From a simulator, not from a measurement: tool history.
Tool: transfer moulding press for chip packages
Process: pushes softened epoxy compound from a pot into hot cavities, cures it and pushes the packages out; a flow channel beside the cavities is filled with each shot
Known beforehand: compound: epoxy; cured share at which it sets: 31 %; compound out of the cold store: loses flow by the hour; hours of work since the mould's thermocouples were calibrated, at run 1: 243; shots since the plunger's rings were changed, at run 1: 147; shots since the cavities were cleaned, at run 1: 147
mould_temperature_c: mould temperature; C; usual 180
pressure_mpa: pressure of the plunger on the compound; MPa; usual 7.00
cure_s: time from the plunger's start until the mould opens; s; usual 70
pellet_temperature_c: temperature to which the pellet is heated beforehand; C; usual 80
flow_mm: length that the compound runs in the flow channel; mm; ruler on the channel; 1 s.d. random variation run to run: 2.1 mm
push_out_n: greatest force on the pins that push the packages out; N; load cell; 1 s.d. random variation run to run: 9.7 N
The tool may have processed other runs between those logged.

run,hour,mould_temperature_c,pressure_mpa,cure_s,pellet_temperature_c,hours of work since the mould's thermocouples were calibrated,shots since the plunger's rings were changed,shots since the cavities were cleaned,incoming compound's hours out of the cold store,flow_mm,push_out_n
1,0.0,180,7.00,70,80,243,147,147,20.8,588,564
2,21.7,180,7.00,70,80,253,365,365,36.6,566,696
3,34.4,180,7.00,70,80,259,493,493,27.7,581,749
# hour 40.6: cavities cleaned with cleaning compound and waxed
4,62.4,180,7.00,70,80,272,760,220,29.8,573,800
5,79.8,180,7.00,98,80,280,936,396,19.7,585,676
# hour 83.3: cavities cleaned with cleaning compound and waxed, once more
6,97.5,180,7.00,98,80,287,1098,142,38.2,557,437
7,109.8,180,7.00,70,88,293,1223,267,23.1,578,632
# hour 134.0: mould's thermocouples calibrated
8,134.0,180,7.00,70,80,0,1446,490,14.1,594,776
# hour 140.4: cavities cleaned with cleaning compound and waxed
9,160.8,180,6.56,70,80,12,1701,205,19.3,567,629
10,177.0,180,6.75,70,80,19,1864,368,34.2,550,713
# hour 195.1: cavities cleaned with cleaning compound and waxed
11,200.1,180,6.75,70,71,30,2082,50,43.9,537,474
12,224.6,180,7.00,94,80,41,2329,297,44.5,542,559
13,246.1,180,7.00,94,80,51,2545,513,25.8,568,630
# hour 249.8: cavities cleaned with cleaning compound and waxed
14,259.6,180,7.00,94,80,57,2665,98,37.0,551,439
15,282.3,180,7.00,94,80,67,2895,328,30.3,559,567
16,298.9,180,6.05,59,73,75,3061,494,34.8,508,1038
# hour 303.7: cavities cleaned with cleaning compound and waxed
17,314.2,178,5.20,70,74,81,3200,105,17.2,501,627
18,340.6,178,5.20,70,74,94,3467,372,28.7,482,779
# hour 358.0: cavities cleaned with cleaning compound and waxed
19,361.3,178,5.20,70,75,103,3660,33,14.7,501,531
20,381.7,180,7.00,62,80,112,3865,238,9.6,578,796
21,401.0,180,7.00,92,80,121,4060,433,16.9,566,592
# hour 411.8: cavities cleaned with cleaning compound and waxed
22,425.3,177,5.66,52,87,132,4289,136,33.0,494,1261
23,443.6,173,7.00,70,80,141,4473,320,9.4,598,1099
24,459.8,177,5.31,52,80,148,4637,484,33.8,474,1734
# hour 465.4: cavities cleaned with cleaning compound and waxed
25,487.3,177,5.31,52,80,160,4899,221,32.3,476,1389
26,504.4,183,6.05,70,73,168,5071,393,42.2,476,630
# hour 519.2: cavities cleaned with cleaning compound and waxed
27,523.6,173,6.05,51,73,177,5249,44,33.9,513,1497
28,535.8,178,6.05,51,71,182,5373,168,21.6,517,1381

How the hidden state differs across the entries between the runs, from the last listed run before each to the first after it:
Between runs 3 and 4: cavities cleaned with cleaning compound and waxed (hour 40.6)
  true mould temperature over the reading, C: 0.83 -> 0.87; pressure that reaches the compound, % of what is set: 98.62 -> 97.94; grip of the stained cavities, % over clean ones': 70.9 -> 91.8
  what was measured, less what the result would be without the hidden state, flow_mm: -6 -> -9 mm; push_out_n: +298 -> +368 N
Between runs 5 and 6: cavities cleaned with cleaning compound and waxed, once more (hour 83.3)
  true mould temperature over the reading, C: 0.89 -> 0.91; pressure that reaches the compound, % of what is set: 97.46 -> 97; grip of the stained cavities, % over clean ones': 96.6 -> 27.7
  what was measured, less what the result would be without the hidden state, flow_mm: -10 -> -11 mm; push_out_n: +329 -> +94 N
Between runs 7 and 8: mould's thermocouples calibrated (hour 134.0)
  true mould temperature over the reading, C: 0.92 -> -0.17; pressure that reaches the compound, % of what is set: 96.65 -> 96.01; grip of the stained cavities, % over clean ones': 47 -> 71.2
  what was measured, less what the result would be without the hidden state, flow_mm: -12 -> -12 mm; push_out_n: +186 -> +326 N
Between runs 8 and 9: cavities cleaned with cleaning compound and waxed (hour 140.4)
  true mould temperature over the reading, C: -0.17 -> -0.14; pressure that reaches the compound, % of what is set: 96.01 -> 95.36; grip of the stained cavities, % over clean ones': 71.2 -> 37.4
  what was measured, less what the result would be without the hidden state, flow_mm: -12 -> -13 mm; push_out_n: +326 -> +175 N
Between runs 10 and 11: cavities cleaned with cleaning compound and waxed (hour 195.1)
  true mould temperature over the reading, C: -0.12 -> -0.1; pressure that reaches the compound, % of what is set: 94.92 -> 94.33; grip of the stained cavities, % over clean ones': 59 -> 12.7
  what was measured, less what the result would be without the hidden state, flow_mm: -14 -> -15 mm; push_out_n: +266 -> +55 N
Between runs 13 and 14: cavities cleaned with cleaning compound and waxed (hour 249.8)
  true mould temperature over the reading, C: -0.05 -> -0.03; pressure that reaches the compound, % of what is set: 93.08 -> 92.73; grip of the stained cavities, % over clean ones': 74.2 -> 21.9
  what was measured, less what the result would be without the hidden state, flow_mm: -20 -> -21 mm; push_out_n: +268 -> +79 N
Between runs 16 and 17: cavities cleaned with cleaning compound and waxed (hour 303.7)
  true mould temperature over the reading, C: 0.02 -> 0.03; pressure that reaches the compound, % of what is set: 91.64 -> 91.28; grip of the stained cavities, % over clean ones': 72.8 -> 25.3
  what was measured, less what the result would be without the hidden state, flow_mm: -22 -> -23 mm; push_out_n: +442 -> +125 N
Between runs 18 and 19: cavities cleaned with cleaning compound and waxed (hour 358.0)
  true mould temperature over the reading, C: 0.06 -> 0.08; pressure that reaches the compound, % of what is set: 90.56 -> 90.02; grip of the stained cavities, % over clean ones': 61.6 -> 7.6
  what was measured, less what the result would be without the hidden state, flow_mm: -25 -> -27 mm; push_out_n: +296 -> +35 N
Between runs 21 and 22: cavities cleaned with cleaning compound and waxed (hour 411.8)
  true mould temperature over the reading, C: 0.13 -> 0.15; pressure that reaches the compound, % of what is set: 88.9 -> 88.33; grip of the stained cavities, % over clean ones': 66.2 -> 31.1
  what was measured, less what the result would be without the hidden state, flow_mm: -34 -> -33 mm; push_out_n: +234 -> +288 N
Between runs 24 and 25: cavities cleaned with cleaning compound and waxed (hour 465.4)
  true mould temperature over the reading, C: 0.19 -> 0.22; pressure that reaches the compound, % of what is set: 87.39 -> 86.68; grip of the stained cavities, % over clean ones': 72 -> 42
  what was measured, less what the result would be without the hidden state, flow_mm: -34 -> -36 mm; push_out_n: +713 -> +395 N
Between runs 26 and 27: cavities cleaned with cleaning compound and waxed (hour 519.2)
  true mould temperature over the reading, C: 0.24 -> 0.26; pressure that reaches the compound, % of what is set: 86.21 -> 85.73; grip of the stained cavities, % over clean ones': 63.1 -> 13
  what was measured, less what the result would be without the hidden state, flow_mm: -37 -> -42 mm; push_out_n: +241 -> +154 N
